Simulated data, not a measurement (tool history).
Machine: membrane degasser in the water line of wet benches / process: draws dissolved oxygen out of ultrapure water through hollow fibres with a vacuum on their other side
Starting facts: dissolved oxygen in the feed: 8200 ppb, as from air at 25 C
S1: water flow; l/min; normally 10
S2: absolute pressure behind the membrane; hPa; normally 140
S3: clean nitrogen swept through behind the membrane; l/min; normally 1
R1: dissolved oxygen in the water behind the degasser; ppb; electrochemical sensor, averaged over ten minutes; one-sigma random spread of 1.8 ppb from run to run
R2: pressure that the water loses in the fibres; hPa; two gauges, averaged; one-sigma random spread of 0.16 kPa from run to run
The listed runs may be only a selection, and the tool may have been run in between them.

run,hour,S1,S2,S3,R1,R2
1,0,10,140,1,261.8,362.6
2,168.4,10,140,1,263.9,361.5
3,284.9,10,140,1,261.2,361.4
4,473.5,10,140,1,261.2,362.4
5,607.6,9,140,1,238.5,325.3
6,808.9,15,140,1,391.7,544.2
7,943.7,15,140,1,402.9,546
8,1090.8,15,140,1,398.6,543.9
9,1196.8,15,140,1,396.9,541.7
10,1294.5,10,113,1,201.8,362.3
11,1516,8,113,1,164.6,291.5
12,1631.6,10,140,1,268,364
13,1803.8,10,140,1,267.1,368.2
# hour 1815: vacuum gauge calibrated
14,1928.5,10,140,1,265.6,368.8
15,2112.7,10,140,1,268,366.7
16,2239.4,10,140,1,269.8,364.9
17,2380,12,140,1,319.6,435.4
# hour 2472.3: vacuum gauge calibrated, once more
18,2611.7,14,140,1.73,237.5,513
19,2775,10,244,1,501,365.2
20,2923.6,7,140,0.63,288.6,256.2
21,3077.2,7,140,0.54,330.6,256.3
22,3313.6,7,140,0.84,227.2,256.4
23,3473.1,7,140,0.84,224,257.3
24,3572.7,9,168,0.94,316,331.3
25,3776.1,9,168,0.94,320,330.7

Expected results for the next run?
26,4008.9,9,168,0.94,?,?

{"run 26": {"R1": 319.9, "R2": 329.6}}
Take away the tool's hidden state, keep the run-to-run variation as it was, and the same run would have given R1 304.5 ppb, R2 317.6 hPa.

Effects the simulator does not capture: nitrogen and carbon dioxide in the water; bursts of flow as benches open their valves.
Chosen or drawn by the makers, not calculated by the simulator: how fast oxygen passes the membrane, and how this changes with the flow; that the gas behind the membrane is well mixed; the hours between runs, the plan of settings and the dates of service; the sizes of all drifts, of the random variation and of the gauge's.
